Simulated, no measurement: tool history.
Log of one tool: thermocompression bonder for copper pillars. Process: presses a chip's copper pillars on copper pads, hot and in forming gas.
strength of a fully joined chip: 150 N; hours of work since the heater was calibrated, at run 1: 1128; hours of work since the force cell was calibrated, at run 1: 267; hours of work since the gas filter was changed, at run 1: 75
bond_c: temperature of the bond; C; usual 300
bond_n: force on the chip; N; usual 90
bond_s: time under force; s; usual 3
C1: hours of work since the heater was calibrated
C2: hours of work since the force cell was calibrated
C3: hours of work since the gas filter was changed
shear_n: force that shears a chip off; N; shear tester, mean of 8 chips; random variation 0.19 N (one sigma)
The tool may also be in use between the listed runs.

Run 1, hour 0: usual settings; C1 1128; C2 267; C3 75. Result: shear_n 58.5 N.
Run 2, hour 33.5: usual settings; C1 1150; C2 289; C3 97. Result: shear_n 59.2 N.
Run 3, hour 98.8: usual settings; C1 1193; C2 332; C3 140. Result: shear_n 58.9 N.
Run 4, hour 142.6: usual settings but bond_c 325 C; C1 1222; C2 361; C3 169. Result: shear_n 71.5 N.
Run 5, hour 194.1: usual settings; C1 1256; C2 394; C3 203. Result: shear_n 58.1 N.
Run 6, hour 262.5: usual settings; C1 1300; C2 439; C3 247. Result: shear_n 57.4 N.
At hour 269.4: heater calibrated with a thermocouple chip.
At hour 280.4: forming gas filter changed.
Run 7, hour 312.7: usual settings; C1 28; C2 471; C3 21. Result: shear_n 57.1 N.
Run 8, hour 368.6: usual settings; C1 65; C2 507; C3 58. Result: shear_n 56.8 N.
Run 9, hour 434.6: usual settings; C1 108; C2 551; C3 101. Result: shear_n 56.7 N.
Run 10, hour 474.7: usual settings; C1 134; C2 577; C3 128. Result: shear_n 56.4 N.
Run 11, hour 548.3: usual settings; C1 183; C2 625; C3 176. Result: shear_n 56 N.
Run 12, hour 628: usual settings but bond_s 8 s; C1 235; C2 678; C3 228. Result: shear_n 79.2 N.
At hour 673.5: forming gas filter changed.
Run 13, hour 698.5: usual settings; C1 281; C2 724; C3 16. Result: shear_n 58.1 N.
Run 14, hour 750.5: usual settings but bond_s 2 s; C1 315; C2 758; C3 51. Result: shear_n 49.2 N.
Run 15, hour 784.7: usual settings but bond_n 60 N, bond_s 2 s; C1 338; C2 780; C3 73. Result: shear_n 36.3 N.
Run 16, hour 844.9: usual settings but bond_n 60 N, bond_s 2 s; C1 377; C2 820; C3 113. Result: shear_n 36 N.
Run 17, hour 917.4: usual settings but bond_n 60 N, bond_s 2 s; C1 425; C2 867; C3 160. Result: shear_n 35.8 N.
Run 18, hour 952: usual settings but bond_n 60 N, bond_s 2 s; C1 447; C2 890; C3 183. Result: shear_n 35.7 N.
Run 19, hour 1025.8: usual settings but bond_n 60 N, bond_s 2 s; C1 496; C2 938; C3 231. Result: shear_n 35.8 N.
Run 20, hour 1059: usual settings but bond_c 329 C, bond_n 82 N; C1 518; C2 960; C3 253. Result: shear_n 66.7 N.
At hour 1064.3: forming gas filter changed.
Run 21, hour 1095.7: usual settings but bond_c 319 C, bond_n 57 N, bond_s 6 s; C1 541; C2 984; C3 21. Result: shear_n 66 N.
Run 22, hour 1158.1: usual settings but bond_c 321 C, bond_n 114 N, bond_s 6 s; C1 582; C2 1025; C3 62. Result: shear_n 98.9 N.
Run 23, hour 1238.2: usual settings but bond_c 293 C, bond_n 101 N, bond_s 6 s; C1 635; C2 1078; C3 114. Result: shear_n 75.9 N.
Run 24, hour 1316: usual settings but bond_c 293 C, bond_n 101 N, bond_s 6 s; C1 686; C2 1129; C3 165. Result: shear_n 75.8 N.
Run 25, hour 1365.9: usual settings but bond_c 293 C, bond_n 101 N, bond_s 6 s; C1 719; C2 1161; C3 198. Result: shear_n 75.1 N.
Run 26, hour 1444.8: usual settings but bond_n 59 N, bond_s 2 s; C1 771; C2 1213; C3 250. Result: shear_n 35.7 N.
At hour 1458.6: forming gas filter changed.
Run 27, hour 1491.2: usual settings but bond_n 59 N, bond_s 2 s; C1 801; C2 1243; C3 21. Result: shear_n 37.5 N.
Run 28, hour 1561: usual settings but bond_c 324 C, bond_n 66 N, bond_s 2 s; C1 847; C2 1289; C3 67. Result: shear_n 50.1 N.
Run 29, hour 1608.2: usual settings but bond_c 324 C, bond_n 66 N, bond_s 2 s; C1 878; C2 1320; C3 98. Result: shear_n 49.8 N.
Run 30, hour 1661: usual settings but bond_c 324 C, bond_n 66 N, bond_s 2 s; C1 912; C2 1355; C3 133. Result: shear_n 50.1 N.
Run 31, hour 1706.9: usual settings but bond_c 294 C, bond_n 73 N; C1 942; C2 1385; C3 163. Result: shear_n 48 N.
Run 32, hour 1786.3: usual settings but bond_c 302 C, bond_n 102 N, bond_s 2 s; C1 994; C2 1437; C3 215. Result: shear_n 55.2 N.
Run 33, hour 1837.5: usual settings but bond_n 124 N, bond_s 2 s; C1 1028; C2 1471; C3 249. Result: shear_n 61.7 N.
At hour 1850: forming gas filter changed.
Run 34, hour 1886.7: usual settings but bond_n 124 N, bond_s 2 s; C1 1060; C2 1503; C3 24. Result: shear_n 64.8 N.
Run 35, hour 1959.9: usual settings but bond_c 308 C, bond_n 124 N; C1 1108; C2 1551; C3 72. Result: shear_n 78.5 N.
Run 36, hour 1996.9: usual settings but bond_c 281 C, bond_n 56 N; C1 1132; C2 1575; C3 96. Result: shear_n 36.1 N.
Run 37, hour 2056.1: usual settings but bond_c 281 C, bond_n 56 N; C1 1171; C2 1614; C3 135. Result: shear_n 35.7 N.
Run 38, hour 2110.6: usual settings but bond_c 310 C, bond_n 59 N; C1 1207; C2 1650; C3 171. Result: shear_n 49.1 N.

Hidden state at the last listed run before each entry between runs and at the first one after, where it differs:
Between runs 6 and 7: heater calibrated with a thermocouple chip (hour 269.4); forming gas filter changed (hour 280.4)
  true temperature of the bond over the reading, C: 7.1 -> 0.7; force that reaches the chip, % of what is set: 101.1 -> 101.2; oxide that the forming gas leaves, % of the face: 4.76 -> 0.91
  measured less the result without the state, shear_n: +1.4 -> +0.5 N
Between runs 12 and 13: forming gas filter changed (hour 673.5)
  true temperature of the bond over the reading, C: 1.9 -> 2.1; force that reaches the chip, % of what is set: 101.6 -> 101.8; oxide that the forming gas leaves, % of the face: 4.71 -> 0.88
  measured less the result without the state, shear_n: -1.6 -> +1.5 N
Between runs 20 and 21: forming gas filter changed (hour 1064.3)
  true temperature of the bond over the reading, C: 3.5 -> 3.7; oxide that the forming gas leaves, % of the face: 5.21 -> 0.87
  measured less the result without the state, shear_n: -0.5 -> +2.6 N
Between runs 26 and 27: forming gas filter changed (hour 1458.6)
  true temperature of the bond over the reading, C: 5 -> 5.1; force that reaches the chip, % of what is set: 102.8 -> 102.9; oxide that the forming gas leaves, % of the face: 5.16 -> 1.05
  measured less the result without the state, shear_n: +0.8 -> +2.4 N
Between runs 33 and 34: forming gas filter changed (hour 1850)
  true temperature of the bond over the reading, C: 6.5 -> 6.6; force that reaches the chip, % of what is set: 103.4 -> 103.5; oxide that the forming gas leaves, % of the face: 5.2 -> 1.01
  measured less the result without the state, shear_n: +1.7 -> +4.7 N
